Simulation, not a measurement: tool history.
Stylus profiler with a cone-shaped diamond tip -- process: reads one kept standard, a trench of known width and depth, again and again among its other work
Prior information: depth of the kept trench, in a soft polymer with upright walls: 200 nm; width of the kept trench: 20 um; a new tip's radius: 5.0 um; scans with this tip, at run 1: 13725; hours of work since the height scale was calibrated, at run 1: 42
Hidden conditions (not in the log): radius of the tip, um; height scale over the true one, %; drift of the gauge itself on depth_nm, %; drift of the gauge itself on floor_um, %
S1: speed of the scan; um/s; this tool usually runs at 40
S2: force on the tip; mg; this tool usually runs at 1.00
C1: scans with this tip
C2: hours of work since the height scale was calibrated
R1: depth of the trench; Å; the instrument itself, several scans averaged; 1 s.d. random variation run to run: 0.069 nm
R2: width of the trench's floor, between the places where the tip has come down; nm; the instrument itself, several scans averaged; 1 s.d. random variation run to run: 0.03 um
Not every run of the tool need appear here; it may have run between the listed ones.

Run 1, hour 0.0: usual settings; C1 13725; C2 42. Result: R1 2011.5 Å, R2 16850 nm.
Run 2, hour 47.4: usual settings; C1 13986; C2 63. Result: R1 2010.6 Å, R2 16880 nm.
Run 3, hour 78.0: usual settings but S1 92 um/s; C1 14154; C2 77. Result: R1 2011.2 Å, R2 16460 nm.
Run 4, hour 117.1: usual settings but S1 92 um/s; C1 14369; C2 94. Result: R1 2010.3 Å, R2 16470 nm.
Run 5, hour 173.2: usual settings; C1 14677; C2 119. Result: R1 2011.8 Å, R2 16810 nm.
Run 6, hour 232.9: usual settings; C1 15005; C2 146. Result: R1 2011.9 Å, R2 16910 nm.
Run 7, hour 281.4: usual settings; C1 15272; C2 168. Result: R1 2011.5 Å, R2 16830 nm.
Run 8, hour 309.1: usual settings but S1 10 um/s; C1 15425; C2 180. Result: R1 2013.1 Å, R2 17140 nm.
Run 9, hour 346.0: usual settings but S1 10 um/s; C1 15628; C2 197. Result: R1 2009.9 Å, R2 17140 nm.
Run 10, hour 385.4: usual settings; C1 15844; C2 214. Result: R1 2011.4 Å, R2 16860 nm.
Run 11, hour 422.0: usual settings; C1 16046; C2 231. Result: R1 2010.6 Å, R2 16870 nm.
Run 12, hour 461.5: usual settings; C1 16262; C2 248. Result: R1 2011.1 Å, R2 16840 nm.
Run 13, hour 522.4: usual settings; C1 16598; C2 276. Result: R1 2010.8 Å, R2 16860 nm.
Run 14, hour 575.7: usual settings but S2 0.62 mg; C1 16891; C2 300. Result: R1 2008.5 Å, R2 16770 nm.
Run 15, hour 622.9: usual settings but S2 0.62 mg; C1 17151; C2 321. Result: R1 2009.8 Å, R2 16780 nm.
Run 16, hour 660.1: usual settings but S2 0.62 mg; C1 17355; C2 337. Result: R1 2008.1 Å, R2 16800 nm.
Run 17, hour 704.8: usual settings but S2 2.25 mg; C1 17601; C2 357. Result: R1 2020.7 Å, R2 16980 nm.
Run 18, hour 733.3: usual settings but S2 2.25 mg; C1 17757; C2 370. Result: R1 2019.9 Å, R2 16980 nm.
Run 19, hour 784.5: usual settings but S2 2.25 mg; C1 18039; C2 393. Result: R1 2019.2 Å, R2 16980 nm.
Run 20, hour 831.0: usual settings but S1 36 um/s; C1 18295; C2 414. Result: R1 2011.0 Å, R2 16970 nm.
Run 21, hour 876.5: usual settings but S2 1.73 mg; C1 18545; C2 434. Result: R1 2017.0 Å, R2 16950 nm.
Run 22, hour 924.6: usual settings; C1 18809; C2 456. Result: R1 2011.4 Å, R2 16890 nm.
Run 23, hour 983.8: usual settings; C1 19135; C2 482. Result: R1 2010.9 Å, R2 16930 nm.
Run 24, hour 1009.2: usual settings but S1 67 um/s; C1 19275; C2 494. Result: R1 2012.1 Å, R2 16660 nm.
Run 25, hour 1059.1: usual settings but S1 64 um/s, S2 1.72 mg; C1 19549; C2 516. Result: R1 2016.9 Å, R2 16800 nm.
Run 26, hour 1121.3: usual settings but S1 38 um/s, S2 2.27 mg; C1 19891; C2 544. Result: R1 2019.8 Å, R2 17010 nm.
Run 27, hour 1149.4: usual settings but S1 67 um/s; C1 20046; C2 557. Result: R1 2011.0 Å, R2 16680 nm.
Run 28, hour 1199.9: usual settings but S1 16 um/s, S2 0.98 mg; C1 20323; C2 579. Result: R1 2012.2 Å, R2 17070 nm.
Run 29, hour 1247.0: usual settings but S1 11 um/s, S2 0.58 mg; C1 20583; C2 600. Result: R1 2008.1 Å, R2 17070 nm.
Run 30, hour 1283.2: usual settings but S1 12 um/s, S2 0.58 mg; C1 20781; C2 616. Result: R1 2007.9 Å, R2 17050 nm.
Run 31, hour 1319.5: usual settings but S1 10 um/s, S2 0.60 mg; C1 20981; C2 633. Result: R1 2008.3 Å, R2 17100 nm.
Run 32, hour 1351.2: usual settings but S1 10 um/s, S2 0.60 mg; C1 21156; C2 647. Result: R1 2008.0 Å, R2 17060 nm.
Run 33, hour 1385.0: usual settings but S1 122 um/s, S2 0.65 mg; C1 21342; C2 662. Result: R1 2008.6 Å, R2 16000 nm.
Run 34, hour 1424.2: usual settings but S1 11 um/s, S2 2.88 mg; C1 21557; C2 680. Result: R1 2024.0 Å, R2 17150 nm.
Run 35, hour 1470.0: usual settings but S1 137 um/s, S2 1.24 mg; C1 21809; C2 700. Result: R1 2013.6 Å, R2 16230 nm.
Run 36, hour 1532.1: usual settings but S1 137 um/s, S2 1.24 mg; C1 22150; C2 728. Result: R1 2013.5 Å, R2 16190 nm.
Run 37, hour 1578.0: usual settings but S1 17 um/s, S2 1.74 mg; C1 22403; C2 749. Result: R1 2016.2 Å, R2 17100 nm.
Run 38, hour 1621.7: usual settings but S1 36 um/s, S2 1.07 mg; C1 22643; C2 768. Result: R1 2012.2 Å, R2 16900 nm.
Run 39, hour 1680.6: usual settings but S1 27 um/s, S2 1.52 mg; C1 22967; C2 795. Result: R1 2014.4 Å, R2 17030 nm.
Run 40, hour 1736.1: usual settings but S1 37 um/s, S2 0.95 mg; C1 23273; C2 819. Result: R1 2011.2 Å, R2 16910 nm.
Run 41, hour 1784.2: usual settings but S1 148 um/s, S2 2.93 mg; C1 23537; C2 841. Result: R1 2023.3 Å, R2 16470 nm.
Run 42, hour 1811.3: usual settings but S2 0.71 mg; C1 23686; C2 853. Result: R1 2008.5 Å, R2 16810 nm.
Run 43, hour 1865.8: usual settings but S1 29 um/s, S2 0.44 mg; C1 23986; C2 878. Result: R1 2006.7 Å, R2 16810 nm.
Run 44, hour 1922.4: usual settings but S1 81 um/s, S2 0.44 mg; C1 24297; C2 903. Result: R1 2006.6 Å, R2 16240 nm.
Run 45, hour 1964.6: usual settings but S1 32 um/s, S2 0.42 mg; C1 24529; C2 922. Result: R1 2007.0 Å, R2 16870 nm.
Run 46, hour 2005.3: usual settings but S1 32 um/s, S2 0.42 mg; C1 24753; C2 940. Result: R1 2006.6 Å, R2 16780 nm.
Run 47, hour 2035.2: usual settings but S1 18 um/s, S2 0.83 mg; C1 24917; C2 953. Result: R1 2009.9 Å, R2 16990 nm.
Run 48, hour 2080.7: usual settings but S1 22 um/s, S2 0.51 mg; C1 25168; C2 974. Result: R1 2006.1 Å, R2 16950 nm.

Alternative continuations, all from the tool just after run 48; predict every row:
Run A, hour 2134.0: usual settings but S1 102 um/s, S2 0.62 mg; C1 25461; C2 998. Result: R1 ?, R2 ?.
Run B, hour 2134.0: usual settings but S1 26 um/s, S2 1.01 mg; C1 25461; C2 998. Result: R1 ?, R2 ?.
Run C, hour 2134.0: usual settings but S1 12 um/s, S2 0.39 mg; C1 25461; C2 998. Result: R1 ?, R2 ?.

run      R1     R2
  A  2008.7  16180
  B  2011.1  17000
  C  2005.1  17050
Had the tool no hidden state, the same runs would have come out as:
run      R1     R2
  A  2008.6  16190
  B  2011.1  17010
  C  2005.0  17060
